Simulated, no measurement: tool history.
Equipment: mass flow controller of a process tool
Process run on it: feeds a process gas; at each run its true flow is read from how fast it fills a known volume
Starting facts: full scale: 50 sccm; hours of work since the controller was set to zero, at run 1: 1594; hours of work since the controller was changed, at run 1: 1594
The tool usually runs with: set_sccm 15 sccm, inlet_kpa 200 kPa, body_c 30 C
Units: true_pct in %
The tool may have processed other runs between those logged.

run	hour	set_sccm	inlet_kpa	body_c	hours of work since the controller was set to zero	hours of work since the controller was changed	true_pct
1	0	15	200	30	1594	1594	99.01
2	68.2	15	200	30	1615	1615	98.82
3	142.7	15	200	30	1638	1638	99.03
4	237.4	15	200	30	1667	1667	98.98
5	362.9	15	200	30	1706	1706	99.14
6	472.1	15	200	30	1740	1740	99.02
7	543.5	5	200	30	1762	1762	99.66
8	634.5	5	200	30	1790	1790	99.61
9	709.4	15	200	30	1813	1813	99.1
10	846.2	15	200	30	1856	1856	99.1
11	973.6	15	200	30	1895	1895	99.01
12	1101.7	15	200	24	1935	1935	99.68
13	1200.9	15	200	24	1966	1966	99.76
# hour 1210.5: controller's zero set anew
14	1297.2	15	200	24	27	1995	99.89
15	1440.2	15	200	30	71	2040	99.3
16	1529.6	15	200	30	99	2067	99.33
# hour 1610.9: controller's zero set anew, once more
17	1614.9	15	200	30	1	2093	98.72
18	1752.4	15	200	30	44	2136	98.7
19	1885.3	15	200	30	85	2177	98.76
20	2003.4	15	229	24	122	2214	99.58
21	2128.8	15	229	24	160	2253	99.34
22	2212.5	11	161	24	186	2278	99.15
23	2301.4	34	273	22	214	2306	100.57
24	2385.4	34	273	22	240	2332	100.49
25	2513.4	15	214	28	279	2372	99.12
26	2627	12	158	37	315	2407	97.82
27	2721.9	46	198	30	344	2436	99.68
28	2816.3	15	165	22	373	2465	99.46
29	2957.4	15	165	22	417	2509	99.52
30	3076.2	37	212	34	454	2546	99.11
31	3146.3	17	256	37	475	2567	98.37
32	3254.4	16	256	37	509	2601	98.29
33	3333.5	10	209	32	533	2625	98.58

How the hidden state differs across the entries between the runs, from the last listed run before each to the first after it:
Between runs 13 and 14: controller's zero set anew (hour 1210.5)
  flow at rest that the sensor doesn't see, % of full scale: 0.137 -> 0.166
  difference, measured minus the result without the unlogged condition, true_pct: +0.74 -> +0.84 %
Between runs 16 and 17: controller's zero set anew, once more (hour 1610.9)
  flow at rest that the sensor doesn't see, % of full scale: 0.171 -> 0.01
  difference, measured minus the result without the unlogged condition, true_pct: +0.88 -> +0.35 %
